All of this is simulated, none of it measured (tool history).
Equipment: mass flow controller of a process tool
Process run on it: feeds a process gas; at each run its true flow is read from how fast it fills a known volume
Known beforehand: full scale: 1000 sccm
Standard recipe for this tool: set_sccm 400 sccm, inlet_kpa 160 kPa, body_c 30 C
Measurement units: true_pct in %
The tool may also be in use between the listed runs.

Run 1, hour 0: usual settings. Result: true_pct 94.27 %.
Run 2, hour 273.7: usual settings. Result: true_pct 94.11 %.
Run 3, hour 569.8: usual settings. Result: true_pct 93.9 %.
Run 4, hour 835.5: usual settings. Result: true_pct 93.89 %.
Run 5, hour 1065.6: usual settings but set_sccm 529 sccm. Result: true_pct 94.62 %.
Run 6, hour 1328.5: usual settings but set_sccm 529 sccm. Result: true_pct 94.42 %.
Run 7, hour 1479.6: usual settings but set_sccm 529 sccm. Result: true_pct 94.36 %.
Run 8, hour 1619.8: usual settings but set_sccm 529 sccm. Result: true_pct 94.28 %.
Run 9, hour 1890.6: usual settings but set_sccm 529 sccm. Result: true_pct 94.14 %.
Run 10, hour 2052.1: usual settings. Result: true_pct 93.4 %.
Run 11, hour 2349.2: usual settings. Result: true_pct 93.18 %.
Run 12, hour 2580.3: usual settings but set_sccm 107 sccm. Result: true_pct 88.05 %.
Run 13, hour 2885.1: usual settings. Result: true_pct 93.01 %.
Run 14, hour 3061.3: usual settings. Result: true_pct 92.86 %.
Run 15, hour 3255.5: usual settings but set_sccm 610 sccm. Result: true_pct 94.11 %.
Run 16, hour 3526: usual settings but set_sccm 326 sccm. Result: true_pct 92.04 %.
At hour 3552.2: controller's zero set anew.
Run 17, hour 3782.7: usual settings. Result: true_pct 92.35 %.
At hour 4009.1: controller's zero set anew, once more.
Run 18, hour 4098.5: usual settings but set_sccm 498 sccm. Result: true_pct 94.34 %.
Run 19, hour 4392.1: usual settings. Result: true_pct 93.91 %.
Run 20, hour 4668.4: usual settings but body_c 26 C. Result: true_pct 93.9 %.
Run 21, hour 4936.9: usual settings but body_c 26 C. Result: true_pct 93.97 %.
Run 22, hour 5144.7: usual settings but inlet_kpa 274 kPa. Result: true_pct 92.79 %.
Run 23, hour 5315: usual settings but inlet_kpa 274 kPa. Result: true_pct 92.68 %.
Run 24, hour 5558.8: usual settings but inlet_kpa 274 kPa. Result: true_pct 92.55 %.
At hour 5753.2: controller exchanged for a calibrated one.
Run 25, hour 5770: usual settings but set_sccm 220 sccm, inlet_kpa 190 kPa, body_c 22 C. Result: true_pct 97.17 %.
Run 26, hour 5911.7: usual settings but set_sccm 456 sccm, inlet_kpa 270 kPa, body_c 27 C. Result: true_pct 97.18 %.
Run 27, hour 6152.6: usual settings but set_sccm 456 sccm, inlet_kpa 223 kPa, body_c 27 C. Result: true_pct 97.42 %.
Run 28, hour 6390: usual settings but set_sccm 243 sccm, inlet_kpa 173 kPa, body_c 28 C. Result: true_pct 96.66 %.
Run 29, hour 6648.7: usual settings but set_sccm 352 sccm, inlet_kpa 173 kPa, body_c 26 C. Result: true_pct 97.2 %.
Run 30, hour 6971.5: usual settings but set_sccm 350 sccm, inlet_kpa 211 kPa. Result: true_pct 96.56 %.
Run 31, hour 7261.2: usual settings but set_sccm 417 sccm, inlet_kpa 184 kPa. Result: true_pct 96.89 %.
Run 32, hour 7512.3: usual settings but set_sccm 143 sccm. Result: true_pct 95.32 %.
Run 33, hour 7833.3: usual settings but set_sccm 143 sccm. Result: true_pct 95.08 %.
Run 34, hour 8083.5: usual settings but set_sccm 143 sccm. Result: true_pct 94.9 %.
Run 35, hour 8294.9: usual settings but set_sccm 143 sccm. Result: true_pct 94.64 %.
Run 36, hour 8588.8: usual settings but set_sccm 143 sccm. Result: true_pct 94.51 %.
Run 37, hour 8763.1: usual settings but set_sccm 596 sccm, inlet_kpa 223 kPa. Result: true_pct 96.66 %.
Run 38, hour 9043.5: usual settings but set_sccm 596 sccm, inlet_kpa 223 kPa. Result: true_pct 96.59 %.
Run 39, hour 9226.8: usual settings but set_sccm 550 sccm, body_c 20 C. Result: true_pct 97.39 %.
Run 40, hour 9418.7: usual settings but set_sccm 550 sccm, body_c 20 C. Result: true_pct 97.42 %.
Run 41, hour 9704.4: usual settings but set_sccm 550 sccm, body_c 20 C. Result: true_pct 97.26 %.
Run 42, hour 10018: usual settings but inlet_kpa 250 kPa, body_c 37 C. Result: true_pct 94.62 %.
Run 43, hour 10176.6: usual settings but set_sccm 342 sccm, inlet_kpa 255 kPa, body_c 35 C. Result: true_pct 94.29 %.
Run 44, hour 10414.1: usual settings but set_sccm 119 sccm, inlet_kpa 152 kPa, body_c 35 C. Result: true_pct 92.43 %.
Run 45, hour 10707.5: usual settings but set_sccm 119 sccm, inlet_kpa 152 kPa, body_c 35 C. Result: true_pct 92.23 %.
Run 46, hour 10850.3: usual settings but set_sccm 119 sccm, inlet_kpa 152 kPa, body_c 38 C. Result: true_pct 91.91 %.
Run 47, hour 11142.2: usual settings but set_sccm 119 sccm, inlet_kpa 152 kPa, body_c 38 C. Result: true_pct 91.74 %.

3 ways to go on from here, each from the tool as it stands after run 47. What would each give?
Run A, hour 11343.3: usual settings but set_sccm 567 sccm, inlet_kpa 212 kPa, body_c 35 C. Result: true_pct ?.
Run B, hour 11343.3: usual settings but set_sccm 887 sccm, inlet_kpa 227 kPa, body_c 38 C. Result: true_pct ?.
Run C, hour 11343.3: usual settings but set_sccm 700 sccm, inlet_kpa 152 kPa, body_c 33 C. Result: true_pct ?.

run  true_pct
  A     95.16
  B     96.32
  C     96.47
Stripped of hidden state, with their random variation kept, the same runs would have yielded:
run  true_pct
  A     97.63
  B     98.56
  C     98.82

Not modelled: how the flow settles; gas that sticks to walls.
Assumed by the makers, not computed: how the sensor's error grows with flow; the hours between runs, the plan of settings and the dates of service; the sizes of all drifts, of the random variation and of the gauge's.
